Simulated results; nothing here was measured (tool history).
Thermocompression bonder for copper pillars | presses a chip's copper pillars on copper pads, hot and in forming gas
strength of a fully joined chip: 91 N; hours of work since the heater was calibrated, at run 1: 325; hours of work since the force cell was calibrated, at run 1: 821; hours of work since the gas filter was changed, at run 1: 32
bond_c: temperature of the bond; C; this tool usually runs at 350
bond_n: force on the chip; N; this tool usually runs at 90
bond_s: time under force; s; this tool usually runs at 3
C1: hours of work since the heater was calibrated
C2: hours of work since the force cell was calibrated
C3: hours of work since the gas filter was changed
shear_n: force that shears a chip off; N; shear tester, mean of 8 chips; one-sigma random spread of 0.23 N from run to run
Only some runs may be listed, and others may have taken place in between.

run 1 hour=0.0 | bond_c=350 bond_n=90 bond_s=3 | C1=325 C2=821 C3=32 | shear_n=48.1
run 2 hour=49.8 | bond_c=350 bond_n=90 bond_s=3 | C1=356 C2=852 C3=63 | shear_n=47.8
run 3 hour=86.3 | bond_c=350 bond_n=90 bond_s=3 | C1=379 C2=875 C3=86 | shear_n=47.5
run 4 hour=130.6 | bond_c=350 bond_n=90 bond_s=3 | C1=406 C2=902 C3=113 | shear_n=47.3
run 5 hour=169.8 | bond_c=350 bond_n=90 bond_s=3 | C1=431 C2=926 C3=137 | shear_n=47.2
run 6 hour=209.3 | bond_c=350 bond_n=90 bond_s=3 | C1=455 C2=951 C3=162 | shear_n=47.0
-- hour=216.5 heater calibrated with a thermocouple chip
run 7 hour=243.8 | bond_c=350 bond_n=90 bond_s=9 | C1=17 C2=971 C3=182 | shear_n=64.0
run 8 hour=280.3 | bond_c=350 bond_n=90 bond_s=9 | C1=40 C2=994 C3=205 | shear_n=63.7
-- hour=300.3 forming gas filter changed
run 9 hour=327.6 | bond_c=350 bond_n=90 bond_s=9 | C1=69 C2=1023 C3=17 | shear_n=67.7
run 10 hour=361.2 | bond_c=378 bond_n=129 bond_s=2 | C1=89 C2=1043 C3=38 | shear_n=67.1
run 11 hour=424.4 | bond_c=322 bond_n=129 bond_s=3 | C1=129 C2=1083 C3=77 | shear_n=43.4
run 12 hour=449.8 | bond_c=362 bond_n=61 bond_s=2 | C1=144 C2=1098 C3=93 | shear_n=39.4
-- hour=478.4 force cell calibrated
run 13 hour=495.8 | bond_c=362 bond_n=61 bond_s=2 | C1=172 C2=11 C3=120 | shear_n=36.9
-- hour=517.0 heater calibrated with a thermocouple chip, once more
run 14 hour=549.8 | bond_c=362 bond_n=61 bond_s=2 | C1=20 C2=43 C3=152 | shear_n=34.5

Here are 4 independent what-if runs from the current tool condition. What would each one return?
run A hour=608.0 | bond_c=323 bond_n=90 bond_s=3 | C1=56 C2=79 C3=188 | shear_n=?
run B hour=608.0 | bond_c=350 bond_n=62 bond_s=5 | C1=56 C2=79 C3=188 | shear_n=?
run C hour=608.0 | bond_c=362 bond_n=64 bond_s=2 | C1=56 C2=79 C3=188 | shear_n=?
run D hour=608.0 | bond_c=362 bond_n=123 bond_s=5 | C1=56 C2=79 C3=188 | shear_n=?

run=A shear_n=30.1
run=B shear_n=41.4
run=C shear_n=35.2
run=D shear_n=64.6
With no hidden state in the tool, these same runs would have given:
run=A shear_n=32.0
run=B shear_n=44.0
run=C shear_n=37.4
run=D shear_n=68.4
